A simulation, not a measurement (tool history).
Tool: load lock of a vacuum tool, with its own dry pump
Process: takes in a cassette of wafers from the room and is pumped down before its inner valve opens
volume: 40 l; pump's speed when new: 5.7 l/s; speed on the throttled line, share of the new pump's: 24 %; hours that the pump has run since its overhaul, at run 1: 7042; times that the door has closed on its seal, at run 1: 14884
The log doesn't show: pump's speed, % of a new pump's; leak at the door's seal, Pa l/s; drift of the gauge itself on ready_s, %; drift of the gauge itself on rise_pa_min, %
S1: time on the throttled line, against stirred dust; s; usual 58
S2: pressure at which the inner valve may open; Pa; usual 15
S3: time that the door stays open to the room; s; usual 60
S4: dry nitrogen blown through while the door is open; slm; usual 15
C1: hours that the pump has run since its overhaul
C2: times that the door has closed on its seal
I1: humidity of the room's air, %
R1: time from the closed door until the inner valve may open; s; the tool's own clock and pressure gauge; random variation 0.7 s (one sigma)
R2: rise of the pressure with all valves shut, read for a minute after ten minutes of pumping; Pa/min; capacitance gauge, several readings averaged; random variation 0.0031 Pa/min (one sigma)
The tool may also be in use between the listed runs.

Run 1, hour 0: usual settings; C1 7042; C2 14884; I1 44.8. Result: R1 109.8 s, R2 0.106 Pa/min.
Run 2, hour 280: usual settings; C1 7322; C2 15829; I1 44.6. Result: R1 110.6 s, R2 0.111 Pa/min.
Run 3, hour 661.4: usual settings; C1 7704; C2 17118; I1 44.3. Result: R1 109.6 s, R2 0.116 Pa/min.
Run 4, hour 957.7: usual settings but S1 63 s; C1 8000; C2 18118; I1 41.3. Result: R1 114.2 s, R2 0.113 Pa/min.
Run 5, hour 1391.9: usual settings but S1 63 s, S2 22 Pa; C1 8434; C2 19584; I1 41.2. Result: R1 110.5 s, R2 0.121 Pa/min.
Run 6, hour 1789.9: usual settings but S1 63 s, S2 22 Pa; C1 8832; C2 20928; I1 44.4. Result: R1 110.3 s, R2 0.126 Pa/min.
Run 7, hour 2024.1: usual settings but S1 63 s, S2 22 Pa; C1 9066; C2 21719; I1 45.1. Result: R1 110.7 s, R2 0.138 Pa/min.
Run 8, hour 2340.5: usual settings but S1 63 s, S2 22 Pa; C1 9383; C2 22787; I1 45.9. Result: R1 110.7 s, R2 0.14 Pa/min.
Run 9, hour 2771.7: usual settings; C1 9814; C2 24243; I1 42.2. Result: R1 110.4 s, R2 0.145 Pa/min.
Run 10, hour 3090.9: usual settings; C1 10133; C2 25321; I1 46.6. Result: R1 110.3 s, R2 0.152 Pa/min.
Run 11, hour 3355.1: usual settings; C1 10397; C2 26213; I1 45.9. Result: R1 111.3 s, R2 0.159 Pa/min.
Run 12, hour 3657.3: usual settings but S3 78 s; C1 10700; C2 27233; I1 47. Result: R1 110.6 s, R2 0.171 Pa/min.
Run 13, hour 3993.7: usual settings but S3 78 s; C1 11036; C2 28369; I1 44.6. Result: R1 112.2 s, R2 0.175 Pa/min.
Run 14, hour 4461.5: usual settings but S3 25 s; C1 11504; C2 29949; I1 41.8. Result: R1 112 s, R2 0.143 Pa/min.
Run 15, hour 4881.1: usual settings but S4 8 slm; C1 11923; C2 31366; I1 46.3. Result: R1 111 s, R2 0.184 Pa/min.
Run 16, hour 5344.9: usual settings but S4 8 slm; C1 12387; C2 32932; I1 41.8. Result: R1 112.1 s, R2 0.192 Pa/min.
Run 17, hour 5735.8: usual settings but S4 8 slm; C1 12778; C2 34251; I1 48.1. Result: R1 112.8 s, R2 0.207 Pa/min.
Run 18, hour 5959.4: usual settings but S2 19 Pa; C1 13002; C2 35006; I1 45.8. Result: R1 110.2 s, R2 0.194 Pa/min.
Run 19, hour 6406: usual settings but S2 19 Pa; C1 13448; C2 36514; I1 44.9. Result: R1 109.9 s, R2 0.21 Pa/min.
Run 20, hour 6899.2: usual settings but S2 21 Pa, S4 7 slm; C1 13942; C2 38180; I1 39.9. Result: R1 109.9 s, R2 0.222 Pa/min.
Run 21, hour 7330.3: usual settings but S1 69 s, S2 21 Pa, S3 190 s, S4 7 slm; C1 14373; C2 39635; I1 46.5. Result: R1 118.5 s, R2 0.299 Pa/min.
Run 22, hour 7781.3: usual settings but S1 82 s, S2 11 Pa, S3 134 s, S4 5 slm; C1 14824; C2 41158; I1 45.4. Result: R1 133.8 s, R2 0.287 Pa/min.
Run 23, hour 8261.1: usual settings but S2 16 Pa, S3 120 s, S4 4 slm; C1 15303; C2 42778; I1 43.3. Result: R1 114.5 s, R2 0.29 Pa/min.
Run 24, hour 8711.9: usual settings but S2 16 Pa, S3 120 s, S4 4 slm; C1 15754; C2 44300; I1 43.3. Result: R1 112.2 s, R2 0.303 Pa/min.
Run 25, hour 9119.3: usual settings but S3 120 s, S4 19 slm; C1 16162; C2 45676; I1 48.9. Result: R1 114.7 s, R2 0.283 Pa/min.
Run 26, hour 9354.4: usual settings but S3 120 s, S4 19 slm; C1 16397; C2 46470; I1 43.6. Result: R1 114.8 s, R2 0.283 Pa/min.
Run 27, hour 9768.7: usual settings but S1 56 s, S4 38 slm; C1 16811; C2 47869; I1 43. Result: R1 112.6 s, R2 0.254 Pa/min.
Run 28, hour 10070.8: usual settings but S1 56 s, S4 38 slm; C1 17113; C2 48889; I1 40. Result: R1 113 s, R2 0.26 Pa/min.
Run 29, hour 10416.6: usual settings but S1 98 s, S2 19 Pa, S3 54 s, S4 8 slm; C1 17459; C2 50056; I1 45.3. Result: R1 140.3 s, R2 0.305 Pa/min.
Run 30, hour 10776.1: usual settings but S1 98 s, S2 19 Pa, S3 54 s, S4 8 slm; C1 17818; C2 51270; I1 46.2. Result: R1 141.3 s, R2 0.307 Pa/min.
Run 31, hour 10985: usual settings but S2 13 Pa, S3 146 s, S4 14 slm; C1 18027; C2 51976; I1 47.7. Result: R1 115.2 s, R2 0.354 Pa/min.
Run 32, hour 11287.4: usual settings but S1 48 s, S2 14 Pa, S3 102 s, S4 34 slm; C1 18330; C2 52997; I1 46.3. Result: R1 107.6 s, R2 0.315 Pa/min.
Run 33, hour 11527.3: usual settings but S1 48 s, S2 14 Pa, S3 102 s, S4 34 slm; C1 18570; C2 53807; I1 45.7. Result: R1 108.4 s, R2 0.316 Pa/min.
Run 34, hour 11819.3: usual settings but S1 48 s, S2 14 Pa, S3 102 s, S4 34 slm; C1 18862; C2 54793; I1 46. Result: R1 107.3 s, R2 0.335 Pa/min.
Run 35, hour 12215.2: usual settings but S1 48 s, S2 14 Pa, S3 102 s, S4 21 slm; C1 19258; C2 56130; I1 45.2. Result: R1 108 s, R2 0.351 Pa/min.
Run 36, hour 12637.9: usual settings but S2 23 Pa; C1 19680; C2 57557; I1 47.7. Result: R1 112.2 s, R2 0.352 Pa/min.

Some steps in R1 between neighbouring runs. How much of each would the tool show without its hidden state too (settings, what came in, random variation), and how much is left for the hidden state, with any gauge scatter that isn't in both results?
Run 22 -> 23: S1 82 -> 58, S2 11 -> 16, S3 134 -> 120, S4 5 -> 4. R1 -19.3 s: hidden state +0.7, all else -20.
Run 28 -> 29: S1 56 -> 98, S2 15 -> 19, S3 60 -> 54, S4 38 -> 8. R1 +27.3 s: hidden state -2.1, all else +29.4.
Run 30 -> 31: S1 98 -> 58, S2 19 -> 13, S3 54 -> 146, S4 8 -> 14. R1 -26.1 s: hidden state +2.2, all else -28.3.
